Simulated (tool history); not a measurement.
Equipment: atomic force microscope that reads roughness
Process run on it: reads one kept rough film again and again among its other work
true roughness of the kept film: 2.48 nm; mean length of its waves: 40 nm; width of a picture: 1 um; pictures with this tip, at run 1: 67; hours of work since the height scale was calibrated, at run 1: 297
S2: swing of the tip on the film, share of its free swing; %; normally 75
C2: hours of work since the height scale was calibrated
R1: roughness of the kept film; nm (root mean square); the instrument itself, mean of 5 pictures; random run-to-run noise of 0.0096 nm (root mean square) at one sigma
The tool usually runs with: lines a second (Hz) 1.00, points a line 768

run 1 hour=0.0 | lines_a_second_(Hz)=1.00 S2=75 points_a_line=768 | pictures_with_this_tip=67 C2=297 | R1=1.933
-- hour=2.3 new tip fitted
run 2 hour=9.7 | lines_a_second_(Hz)=1.90 S2=75 points_a_line=768 | pictures_with_this_tip=10 C2=301 | R1=1.989
run 3 hour=22.6 | lines_a_second_(Hz)=1.90 S2=75 points_a_line=768 | pictures_with_this_tip=27 C2=308 | R1=1.924
run 4 hour=35.8 | lines_a_second_(Hz)=1.52 S2=75 points_a_line=768 | pictures_with_this_tip=44 C2=314 | R1=1.925
run 5 hour=45.6 | lines_a_second_(Hz)=1.52 S2=75 points_a_line=768 | pictures_with_this_tip=56 C2=319 | R1=1.884
-- hour=56.7 new tip fitted
run 6 hour=62.5 | lines_a_second_(Hz)=1.52 S2=75 points_a_line=768 | pictures_with_this_tip=8 C2=326 | R1=2.064
run 7 hour=77.0 | lines_a_second_(Hz)=1.52 S2=78 points_a_line=768 | pictures_with_this_tip=26 C2=333 | R1=1.931
run 8 hour=85.0 | lines_a_second_(Hz)=1.52 S2=78 points_a_line=768 | pictures_with_this_tip=37 C2=337 | R1=1.910
run 9 hour=97.6 | lines_a_second_(Hz)=0.64 S2=78 points_a_line=768 | pictures_with_this_tip=53 C2=343 | R1=2.040
-- hour=111.0 new tip fitted
run 10 hour=113.6 | lines_a_second_(Hz)=0.64 S2=78 points_a_line=768 | pictures_with_this_tip=3 C2=351 | R1=2.206
-- hour=115.4 height scale calibrated on a step standard
run 11 hour=129.7 | lines_a_second_(Hz)=1.00 S2=75 points_a_line=894 | pictures_with_this_tip=23 C2=7 | R1=2.087
run 12 hour=144.3 | lines_a_second_(Hz)=1.64 S2=55 points_a_line=330 | pictures_with_this_tip=42 C2=14 | R1=2.110
run 13 hour=155.4 | lines_a_second_(Hz)=0.56 S2=75 points_a_line=384 | pictures_with_this_tip=56 C2=19 | R1=2.023
-- hour=165.7 new tip fitted
run 14 hour=166.1 | lines_a_second_(Hz)=0.56 S2=75 points_a_line=384 | pictures_with_this_tip=0 C2=24 | R1=2.258
run 15 hour=175.7 | lines_a_second_(Hz)=1.14 S2=75 points_a_line=305 | pictures_with_this_tip=13 C2=29 | R1=2.095
run 16 hour=187.8 | lines_a_second_(Hz)=0.95 S2=76 points_a_line=466 | pictures_with_this_tip=28 C2=34 | R1=2.077
run 17 hour=195.8 | lines_a_second_(Hz)=0.64 S2=73 points_a_line=403 | pictures_with_this_tip=39 C2=38 | R1=2.108
run 18 hour=202.7 | lines_a_second_(Hz)=1.07 S2=75 points_a_line=825 | pictures_with_this_tip=48 C2=41 | R1=1.994
-- hour=210.7 height scale calibrated on a step standard, once more
run 19 hour=213.9 | lines_a_second_(Hz)=1.07 S2=75 points_a_line=825 | pictures_with_this_tip=61 C2=2 | R1=1.940

Difference, measured minus no-hidden-state, one row per run. Run-to-run variation is common to both terms; the gauge's own scatter need not be:
Unlogged tool condition in this case: radius of the tip, nm; height scale over the true one, %; drift of the gauge itself on roughness_nm, %.
run=1 R1=-0.251
run=2 R1=-0.040
run=3 R1=-0.104
run=4 R1=-0.160
run=5 R1=-0.201
run=6 R1=-0.033
run=7 R1=-0.098
run=8 R1=-0.129
run=9 R1=-0.194
run=10 R1=-0.014
run=11 R1=-0.094
run=12 R1=-0.174
run=13 R1=-0.222
run=14 R1=+0.001
run=15 R1=-0.048
run=16 R1=-0.106
run=17 R1=-0.148
run=18 R1=-0.174
run=19 R1=-0.225
